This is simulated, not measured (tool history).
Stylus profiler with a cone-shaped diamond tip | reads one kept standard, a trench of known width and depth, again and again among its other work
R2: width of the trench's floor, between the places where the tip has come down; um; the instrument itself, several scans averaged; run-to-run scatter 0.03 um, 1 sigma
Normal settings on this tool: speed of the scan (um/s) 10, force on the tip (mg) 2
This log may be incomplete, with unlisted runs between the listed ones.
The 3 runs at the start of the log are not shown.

run 4 hour=275.5 | speed_of_the_scan_(um/s)=10 force_on_the_tip_(mg)=2 | depth_of_the_trench_(Å)=996.5 R2=27.81
run 5 hour=344.2 | speed_of_the_scan_(um/s)=9 force_on_the_tip_(mg)=2 | depth_of_the_trench_(Å)=997.6 R2=27.84
run 6 hour=437.2 | speed_of_the_scan_(um/s)=9 force_on_the_tip_(mg)=2 | depth_of_the_trench_(Å)=995.2 R2=27.8
-- hour=472 new tip fitted, height scale calibrated
run 7 hour=495.9 | speed_of_the_scan_(um/s)=10 force_on_the_tip_(mg)=1.71 | depth_of_the_trench_(Å)=1005.4 R2=28.48
run 8 hour=558.3 | speed_of_the_scan_(um/s)=10 force_on_the_tip_(mg)=1.71 | depth_of_the_trench_(Å)=1006 R2=28.52
run 9 hour=642.2 | speed_of_the_scan_(um/s)=10 force_on_the_tip_(mg)=1.71 | depth_of_the_trench_(Å)=1006.9 R2=28.51
run 10 hour=777.9 | speed_of_the_scan_(um/s)=10 force_on_the_tip_(mg)=1.71 | depth_of_the_trench_(Å)=1005.3 R2=28.39
run 11 hour=908.5 | speed_of_the_scan_(um/s)=10 force_on_the_tip_(mg)=3.16 | depth_of_the_trench_(Å)=1008.4 R2=28.43
run 12 hour=1034.8 | speed_of_the_scan_(um/s)=6 force_on_the_tip_(mg)=3.16 | depth_of_the_trench_(Å)=1007.4 R2=28.36
-- hour=1048 height scale calibrated on a step standard
run 13 hour=1108.2 | speed_of_the_scan_(um/s)=29 force_on_the_tip_(mg)=2 | depth_of_the_trench_(Å)=1004.3 R2=28.19
run 14 hour=1223.1 | speed_of_the_scan_(um/s)=29 force_on_the_tip_(mg)=2 | depth_of_the_trench_(Å)=1003.8 R2=28.22
-- hour=1283.1 height scale calibrated on a step standard, once more
run 15 hour=1359.6 | speed_of_the_scan_(um/s)=29 force_on_the_tip_(mg)=2 | depth_of_the_trench_(Å)=1006.8 R2=28.19
run 16 hour=1437.8 | speed_of_the_scan_(um/s)=29 force_on_the_tip_(mg)=2 | depth_of_the_trench_(Å)=1006.4 R2=28.13
run 17 hour=1532 | speed_of_the_scan_(um/s)=29 force_on_the_tip_(mg)=1.23 | depth_of_the_trench_(Å)=1004.4 R2=28.09
run 18 hour=1636 | speed_of_the_scan_(um/s)=26 force_on_the_tip_(mg)=4.17 | depth_of_the_trench_(Å)=1009.3 R2=28.09
run 19 hour=1702.4 | speed_of_the_scan_(um/s)=13 force_on_the_tip_(mg)=4.75 | depth_of_the_trench_(Å)=1009.7 R2=28.16
run 20 hour=1838.2 | speed_of_the_scan_(um/s)=13 force_on_the_tip_(mg)=4.75 | depth_of_the_trench_(Å)=1009.5 R2=28.15
run 21 hour=1957.1 | speed_of_the_scan_(um/s)=5 force_on_the_tip_(mg)=0.99 | depth_of_the_trench_(Å)=1004.9 R2=28.05

The next listed run, before its measurement:
run 22 hour=2087 | speed_of_the_scan_(um/s)=2 force_on_the_tip_(mg)=3.07 | depth_of_the_trench_(Å)=? R2=?

{"run 22": {"depth of the trench (Å)": 1005.7, "R2": 28.09}}
If the tool had no hidden condition, the same run with the same run-to-run variation would have returned depth of the trench (Å) 1008.5, R2 28.6 um.

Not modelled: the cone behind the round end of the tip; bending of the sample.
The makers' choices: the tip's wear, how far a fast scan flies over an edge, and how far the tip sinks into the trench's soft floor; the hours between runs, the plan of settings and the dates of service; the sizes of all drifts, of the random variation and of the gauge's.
